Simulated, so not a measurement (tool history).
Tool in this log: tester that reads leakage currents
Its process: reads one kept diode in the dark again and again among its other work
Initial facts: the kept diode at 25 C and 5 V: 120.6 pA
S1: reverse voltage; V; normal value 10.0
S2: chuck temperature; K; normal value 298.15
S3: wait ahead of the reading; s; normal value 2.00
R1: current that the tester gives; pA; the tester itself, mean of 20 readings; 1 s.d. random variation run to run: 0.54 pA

run	hour	S1	S2	S3	R1
1	0.0	10.0	298.15	2.00	194.03
2	24.4	10.0	298.15	2.00	194.28
3	41.3	10.0	298.15	2.00	193.87
4	59.8	10.0	298.15	2.00	195.06
5	79.2	10.0	298.15	2.00	194.57
# hour 83.7: tester calibrated
6	103.6	12.2	298.15	2.00	218.96
7	118.4	11.3	329.15	1.53	2584.07

Run 8 has not been measured yet. What should we expect?
8	151.2	11.3	329.15	1.53	?

R1: 2586.97 pA
Were there no unlogged condition in the tool, this run, its random variation unchanged, would have produced R1 2425.59 pA.
